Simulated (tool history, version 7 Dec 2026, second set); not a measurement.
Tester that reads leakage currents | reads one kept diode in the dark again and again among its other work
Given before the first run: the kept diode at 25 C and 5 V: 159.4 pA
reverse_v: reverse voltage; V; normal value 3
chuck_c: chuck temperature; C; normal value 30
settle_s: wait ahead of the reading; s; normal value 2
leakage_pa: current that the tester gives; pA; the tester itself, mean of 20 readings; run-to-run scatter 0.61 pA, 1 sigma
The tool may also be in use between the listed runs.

run,hour,reverse_v,chuck_c,settle_s,leakage_pa
1,0,3,30,2,220.64
2,94.7,3,35,2,323.97
3,204,3,30,2,220.46
4,318.5,3,30,2,221.58
# hour 396.1: chuck's temperature calibrated
5,400,3,24,2,130.68
6,463.7,3,24,2,130.13
7,568.8,3,24,2,130.59
8,679.1,3,24,2,131.69
9,769,3,24,2,130.86
10,856.4,8.96,24,2,190.9
11,925.7,2.13,24,2,117.12
12,988,11.32,58,3.69,2409.65
13,1049.6,3,30,0.66,213.49
14,1136.3,3,29,2,196.47
15,1219.2,3,29,3.34,197.63
16,1282.6,13.14,30,6.3,348.48
17,1350.3,1.76,25,0.39,123.76
# hour 1442.3: tester calibrated
18,1466.1,1.76,25,0.39,119.12

4 ways to go on from here, each from the tool as it stands after run 18. What would each give?
A,1548.9,1.76,51,0.39,?
B,1548.9,4.78,31,8.82,?
C,1548.9,1.26,32,0.39,?
D,1548.9,1.77,29,0.39,?

run,leakage_pa
A,820.52
B,262.5
C,185.37
D,164.38
Stripped of hidden state, with their random variation kept, the same runs would have yielded:
run,leakage_pa
A,802.69
B,253.22
C,180.32
D,159.39

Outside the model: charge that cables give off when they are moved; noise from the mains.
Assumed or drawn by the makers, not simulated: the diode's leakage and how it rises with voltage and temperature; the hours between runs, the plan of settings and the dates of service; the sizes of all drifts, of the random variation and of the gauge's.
